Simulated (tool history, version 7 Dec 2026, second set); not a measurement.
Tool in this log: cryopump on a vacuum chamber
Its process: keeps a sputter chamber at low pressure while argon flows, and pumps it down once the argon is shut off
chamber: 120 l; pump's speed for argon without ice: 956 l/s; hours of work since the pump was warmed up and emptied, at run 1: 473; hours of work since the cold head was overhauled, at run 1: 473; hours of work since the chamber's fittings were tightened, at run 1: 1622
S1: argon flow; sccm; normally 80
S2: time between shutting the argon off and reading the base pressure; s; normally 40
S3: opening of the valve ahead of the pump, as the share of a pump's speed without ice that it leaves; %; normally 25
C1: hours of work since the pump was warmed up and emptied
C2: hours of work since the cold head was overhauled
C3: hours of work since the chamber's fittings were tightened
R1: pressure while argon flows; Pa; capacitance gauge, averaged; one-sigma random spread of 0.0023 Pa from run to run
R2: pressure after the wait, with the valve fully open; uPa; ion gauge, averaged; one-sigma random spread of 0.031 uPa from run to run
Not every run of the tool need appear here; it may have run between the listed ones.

{"run": 1, "hour": 0.0, "S1": 80, "S2": 40, "S3": 25, "C1": 473, "C2": 473, "C3": 1622, "R1": 0.5966, "R2": 3.59}
{"run": 2, "hour": 19.9, "S1": 80, "S2": 40, "S3": 25, "C1": 489, "C2": 489, "C3": 1638, "R1": 0.5992, "R2": 3.59}
{"run": 3, "hour": 38.3, "S1": 80, "S2": 40, "S3": 25, "C1": 504, "C2": 504, "C3": 1653, "R1": 0.5964, "R2": 3.62}
{"run": 4, "hour": 51.0, "S1": 80, "S2": 40, "S3": 25, "C1": 515, "C2": 515, "C3": 1664, "R1": 0.6006, "R2": 3.66}
{"run": 5, "hour": 73.1, "S1": 139, "S2": 40, "S3": 25, "C1": 533, "C2": 533, "C3": 1682, "R1": 1.039, "R2": 3.75}
{"run": 6, "hour": 99.4, "S1": 139, "S2": 40, "S3": 25, "C1": 555, "C2": 555, "C3": 1703, "R1": 1.0499, "R2": 3.82}
{"run": 7, "hour": 122.3, "S1": 80, "S2": 40, "S3": 49, "C1": 573, "C2": 573, "C3": 1722, "R1": 0.3249, "R2": 3.68}
{"run": 8, "hour": 140.9, "S1": 80, "S2": 40, "S3": 49, "C1": 589, "C2": 589, "C3": 1738, "R1": 0.3264, "R2": 3.77}
{"run": 9, "hour": 160.0, "S1": 80, "S2": 40, "S3": 49, "C1": 604, "C2": 604, "C3": 1753, "R1": 0.3295, "R2": 3.85}
{"run": 10, "hour": 179.1, "S1": 80, "S2": 40, "S3": 49, "C1": 620, "C2": 620, "C3": 1769, "R1": 0.3276, "R2": 3.94}
{"run": 11, "hour": 205.0, "S1": 130, "S2": 53, "S3": 41, "C1": 642, "C2": 642, "C3": 1790, "R1": 0.6288, "R2": 3.68}
{"run": 12, "hour": 217.9, "S1": 80, "S2": 34, "S3": 34, "C1": 652, "C2": 652, "C3": 1801, "R1": 0.4591, "R2": 4.17}
{"run": 13, "hour": 236.9, "S1": 80, "S2": 40, "S3": 33, "C1": 668, "C2": 668, "C3": 1817, "R1": 0.4719, "R2": 3.9}
{"run": 14, "hour": 255.9, "S1": 80, "S2": 40, "S3": 33, "C1": 684, "C2": 684, "C3": 1832, "R1": 0.475, "R2": 3.97}
{"run": 15, "hour": 274.2, "S1": 78, "S2": 107, "S3": 53, "C1": 699, "C2": 699, "C3": 1847, "R1": 0.3082, "R2": 3.28}

Some steps in R1, run to run, broken into two amounts with sign: the step expected even without the hidden condition (settings, incoming material, random variation), and the rest, left for the hidden condition together with whatever gauge scatter is not in both the measured and the hidden-condition-free result:
Hidden conditions of the tool in this case: pump's speed, % of a pump's without ice; cold plate's temperature, K; leak into the chamber, uPa l/s; drift of the gauge itself on working_pa, %; drift of the gauge itself on base_upa, %.
Run 6 -> 7: S1 139 -> 80, S3 25 -> 49. R1 -0.725 Pa: hidden state -0.0251, all else -0.6999.
Run 10 -> 11: S1 80 -> 130, S2 40 -> 53, S3 49 -> 41. R1 +0.3012 Pa: hidden state +0.028, all else +0.2732.

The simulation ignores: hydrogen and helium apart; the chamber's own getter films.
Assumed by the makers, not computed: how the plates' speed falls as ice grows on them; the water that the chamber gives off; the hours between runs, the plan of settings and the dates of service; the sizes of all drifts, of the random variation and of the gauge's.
